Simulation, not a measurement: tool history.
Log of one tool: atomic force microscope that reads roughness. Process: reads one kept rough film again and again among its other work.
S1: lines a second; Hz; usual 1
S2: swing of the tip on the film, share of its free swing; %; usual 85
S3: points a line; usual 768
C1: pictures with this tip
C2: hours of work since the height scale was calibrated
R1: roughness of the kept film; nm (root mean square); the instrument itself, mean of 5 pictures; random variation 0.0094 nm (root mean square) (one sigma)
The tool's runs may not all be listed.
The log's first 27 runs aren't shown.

{"run": 28, "day": 9.658, "S1": 3.23, "S2": 85, "S3": 611, "C1": 11, "C2": 18, "R1": 1.733}
{"run": 29, "day": 9.867, "S1": 0.91, "S2": 58, "S3": 332, "C1": 17, "C2": 21, "R1": 2.074}
{"run": 30, "day": 10.242, "S1": 0.58, "S2": 59, "S3": 553, "C1": 27, "C2": 25, "R1": 2.074}
{"run": 31, "day": 10.508, "S1": 2.02, "S2": 85, "S3": 768, "C1": 34, "C2": 28, "R1": 1.751}
{"run": 32, "day": 10.883, "S1": 0.58, "S2": 82, "S3": 325, "C1": 44, "C2": 32, "R1": 1.873}
{"run": 33, "day": 11.088, "S1": 0.52, "S2": 62, "S3": 494, "C1": 49, "C2": 34, "R1": 1.938}
{"run": 34, "day": 11.279, "S1": 1.48, "S2": 85, "S3": 768, "C1": 54, "C2": 37, "R1": 1.729}
{"run": 35, "day": 11.7, "S1": 1.48, "S2": 85, "S3": 320, "C1": 65, "C2": 41, "R1": 1.64}
{"run": 36, "day": 12.133, "S1": 1.48, "S2": 69, "S3": 872, "C1": 77, "C2": 46, "R1": 1.725}
{"run": 37, "day": 12.546, "S1": 1.48, "S2": 69, "S3": 872, "C1": 88, "C2": 51, "R1": 1.687}
{"run": 38, "day": 12.754, "S1": 0.6, "S2": 63, "S3": 497, "C1": 93, "C2": 53, "R1": 1.725}
{"day": 13.1, "done": "new tip fitted"}
{"run": 39, "day": 13.133, "S1": 1.24, "S2": 85, "S3": 768, "C1": 1, "C2": 57, "R1": 2.088}
{"run": 40, "day": 13.429, "S1": 2.06, "S2": 68, "S3": 996, "C1": 9, "C2": 60, "R1": 2.082}
{"run": 41, "day": 13.671, "S1": 0.78, "S2": 89, "S3": 996, "C1": 15, "C2": 63, "R1": 2.039}
{"run": 42, "day": 13.95, "S1": 1, "S2": 85, "S3": 418, "C1": 23, "C2": 66, "R1": 1.946}
{"run": 43, "day": 14.167, "S1": 0.71, "S2": 63, "S3": 901, "C1": 28, "C2": 69, "R1": 2.061}
{"run": 44, "day": 14.596, "S1": 0.96, "S2": 63, "S3": 901, "C1": 40, "C2": 73, "R1": 1.982}
{"run": 45, "day": 14.988, "S1": 0.96, "S2": 63, "S3": 901, "C1": 50, "C2": 78, "R1": 1.922}
{"run": 46, "day": 15.338, "S1": 1.94, "S2": 84, "S3": 745, "C1": 59, "C2": 82, "R1": 1.68}
{"run": 47, "day": 15.625, "S1": 1, "S2": 61, "S3": 768, "C1": 67, "C2": 85, "R1": 1.835}
{"run": 48, "day": 15.821, "S1": 0.96, "S2": 60, "S3": 768, "C1": 72, "C2": 87, "R1": 1.827}
{"run": 49, "day": 16.233, "S1": 0.64, "S2": 68, "S3": 308, "C1": 83, "C2": 92, "R1": 1.72}
{"run": 50, "day": 16.629, "S1": 3.25, "S2": 85, "S3": 768, "C1": 94, "C2": 96, "R1": 1.381}
{"day": 16.971, "done": "new tip fitted"}
{"run": 51, "day": 17.062, "S1": 3.25, "S2": 69, "S3": 383, "C1": 2, "C2": 101, "R1": 2.009}
{"run": 52, "day": 17.275, "S1": 3.25, "S2": 69, "S3": 383, "C1": 8, "C2": 103, "R1": 1.962}

4 ways to go on from here, each from the tool as it stands after run 52. What would each give?
{"run": "A", "day": 17.733, "S1": 2.67, "S2": 61, "S3": 985, "C1": 20, "C2": 108, "R1": "?"}
{"run": "B", "day": 17.733, "S1": 3.25, "S2": 82, "S3": 683, "C1": 20, "C2": 108, "R1": "?"}
{"run": "C", "day": 17.733, "S1": 3.66, "S2": 59, "S3": 768, "C1": 20, "C2": 108, "R1": "?"}
{"run": "D", "day": 17.733, "S1": 2.05, "S2": 69, "S3": 459, "C1": 20, "C2": 108, "R1": "?"}

run=A R1=2.022
run=B R1=1.731
run=C R1=1.971
run=D R1=1.966
Without the tool's hidden state the same runs would have given:
run=A R1=2.176
run=B R1=1.863
run=C R1=2.122
run=D R1=2.117
